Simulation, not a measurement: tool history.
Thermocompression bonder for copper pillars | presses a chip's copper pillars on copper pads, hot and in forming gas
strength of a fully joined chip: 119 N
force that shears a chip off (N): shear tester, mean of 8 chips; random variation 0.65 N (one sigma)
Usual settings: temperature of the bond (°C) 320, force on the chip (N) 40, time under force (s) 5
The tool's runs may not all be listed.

| run | day | temperature of the bond (°C) | force on the chip (N) | time under force (s) | force that shears a chip off (N) |
|---|---|---|---|---|---|
| 1 | 0 | 320 | 40 | 5 | 80.3 |
| 2 | 1.312 | 320 | 40 | 5 | 78.8 |
| 3 | 3.317 | 320 | 40 | 5 | 78.2 |
|  | 4.121 | force cell calibrated |
|  | 5.454 | forming gas filter changed |
| 4 | 5.575 | 320 | 40 | 5 | 80.8 |
| 5 | 8.075 | 320 | 40 | 3 | 66.3 |
| 6 | 10.579 | 320 | 40 | 3 | 66.1 |
| 7 | 12.862 | 320 | 40 | 3 | 64 |
| 8 | 15.362 | 320 | 40 | 3 | 62.8 |
|  | 15.871 | forming gas filter changed |
| 9 | 17.292 | 320 | 40 | 5 | 77.2 |
| 10 | 20.075 | 323 | 40 | 5 | 77.7 |
| 11 | 22.962 | 318 | 40 | 5 | 73.1 |
| 12 | 25.208 | 310 | 40 | 5 | 65.3 |
|  | 26.258 | forming gas filter changed |
| 13 | 26.7 | 310 | 40 | 5 | 70.3 |
| 14 | 28.771 | 309 | 40 | 5 | 68.8 |
| 15 | 31.288 | 309 | 40 | 9 | 79.8 |
| 16 | 33.721 | 309 | 40 | 9 | 77.3 |
| 17 | 35.312 | 304 | 40 | 5 | 60.3 |
|  | 36.617 | forming gas filter changed |
| 18 | 37.712 | 296 | 40 | 5 | 58.3 |
| 19 | 39.625 | 296 | 40 | 5 | 57.2 |
| 20 | 41.054 | 296 | 40 | 5 | 56.3 |
| 21 | 43.154 | 292 | 36 | 14 | 65.2 |
| 22 | 45.396 | 292 | 36 | 14 | 65.4 |
|  | 47.008 | forming gas filter changed |
| 23 | 47.192 | 330 | 36 | 14 | 96.5 |
| 24 | 50.283 | 330 | 36 | 14 | 95.6 |
| 25 | 51.983 | 349 | 26 | 6 | 70.6 |
| 26 | 53.708 | 349 | 26 | 6 | 70.6 |
| 27 | 56.796 | 329 | 24 | 10 | 61 |
|  | 57.55 | forming gas filter changed |
| 28 | 59.962 | 298 | 35 | 11 | 64.8 |
| 29 | 61.279 | 298 | 35 | 11 | 63.8 |
| 30 | 63.288 | 333 | 44 | 5 | 86.7 |
| 31 | 65.092 | 319 | 44 | 8 | 84.3 |
| 32 | 67.212 | 347 | 44 | 8 | 100.5 |
|  | 68.171 | forming gas filter changed |
| 33 | 69.438 | 339 | 40 | 5 | 87.1 |
| 34 | 72.333 | 339 | 40 | 5 | 85.5 |
|  | 73.475 | heater calibrated with a thermocouple chip |
| 35 | 74.225 | 320 | 28 | 9 | 72.2 |
| 36 | 76.825 | 320 | 28 | 9 | 70.3 |
|  | 78.683 | forming gas filter changed |
| 37 | 79.592 | 339 | 40 | 7 | 100.8 |
| 38 | 82.517 | 339 | 28 | 13 | 91.7 |

Forecast each of these 5 alternatives for the next run:
| A | 84.358 | 339 | 49 | 13 | ? |
| B | 84.358 | 348 | 51 | 13 | ? |
| C | 84.358 | 338 | 40 | 12 | ? |
| D | 84.358 | 349 | 57 | 13 | ? |
| E | 84.358 | 320 | 40 | 3 | ? |

| run | force that shears a chip off (N) |
|---|---|
| A | 111.3 |
| B | 112.3 |
| C | 104.4 |
| D | 113.1 |
| E | 68.8 |
Without the tool's hidden state the same runs would have given:
| run | force that shears a chip off (N) |
|---|---|
| A | 115.4 |
| B | 116.7 |
| C | 107.9 |
| D | 117.6 |
| E | 70.4 |
